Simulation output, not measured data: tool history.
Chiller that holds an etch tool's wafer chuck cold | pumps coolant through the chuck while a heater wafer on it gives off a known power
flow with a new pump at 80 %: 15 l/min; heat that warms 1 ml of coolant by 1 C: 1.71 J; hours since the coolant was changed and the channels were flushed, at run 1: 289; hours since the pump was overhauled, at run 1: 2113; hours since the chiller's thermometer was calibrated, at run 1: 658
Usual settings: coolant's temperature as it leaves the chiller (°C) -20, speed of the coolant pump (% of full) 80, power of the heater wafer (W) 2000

run	hour	coolant's temperature as it leaves the chiller (°C)	speed of the coolant pump (% of full)	power of the heater wafer (W)	hours since the coolant was changed and the channels were flushed	hours since the pump was overhauled	hours since the chiller's thermometer was calibrated	chuck's temperature once it has settled (°C)	how much warmer the coolant comes back (C)
1	0.0	-20	80	2000	289	2113	658	-5.5	4.69
2	86.2	-20	80	2000	375	2199	745	-5.5	4.64
3	130.8	-20	80	2000	420	2244	789	-5.5	4.72
4	207.4	-20	80	2000	496	2320	866	-5.4	4.65
5	292.9	-20	80	2000	582	2406	951	-5.3	4.69
6	340.5	-20	80	2000	630	2453	999	-5.4	4.72
7	381.2	-20	80	2000	670	2494	1040	-5.7	4.72
8	458.0	-20	80	2000	747	2571	1116	-5.5	4.63
9	495.9	-20	80	2000	785	2609	1154	-5.3	4.69
10	543.2	-20	80	2000	832	2656	1202	-5.6	4.66
11	632.1	-20	80	2000	921	2745	1290	-5.7	4.66
12	686.1	-18	85	2465	975	2799	1344	-1.1	5.46
13	735.4	-18	64	1533	1024	2848	1394	-4.3	4.44
14	776.1	-26	77	2000	1065	2889	1435	-11.2	4.87
15	827.4	-20	77	1923	1116	2940	1486	-5.7	4.69
16	880.6	-20	77	1923	1170	2994	1539	-5.4	4.66
17	940.7	-20	70	2000	1230	3054	1599	-3.7	5.31
18	1002.2	-20	70	2000	1291	3115	1661	-3.6	5.35
19	1081.0	-20	70	2000	1370	3194	1739	-3.7	5.33
20	1163.0	-25	75	2000	1452	3276	1821	-9.6	4.94
21	1253.1	-25	75	2000	1542	3366	1911	-9.6	4.92

Forecast each of these 3 alternatives for the next run:
A	1329.0	-13	60	1442	1618	3442	1987	?	?
B	1329.0	-16	75	1811	1618	3442	1987	?	?
C	1329.0	-20	69	2000	1618	3442	1987	?	?

run	chuck's temperature once it has settled (°C)	how much warmer the coolant comes back (C)
A	0.3	4.45
B	-1.9	4.48
C	-3.4	5.38
Without the tool's hidden state the same runs would have given:
run	chuck's temperature once it has settled (°C)	how much warmer the coolant comes back (C)
A	0.3	4.45
B	-1.9	4.48
C	-3.4	5.38
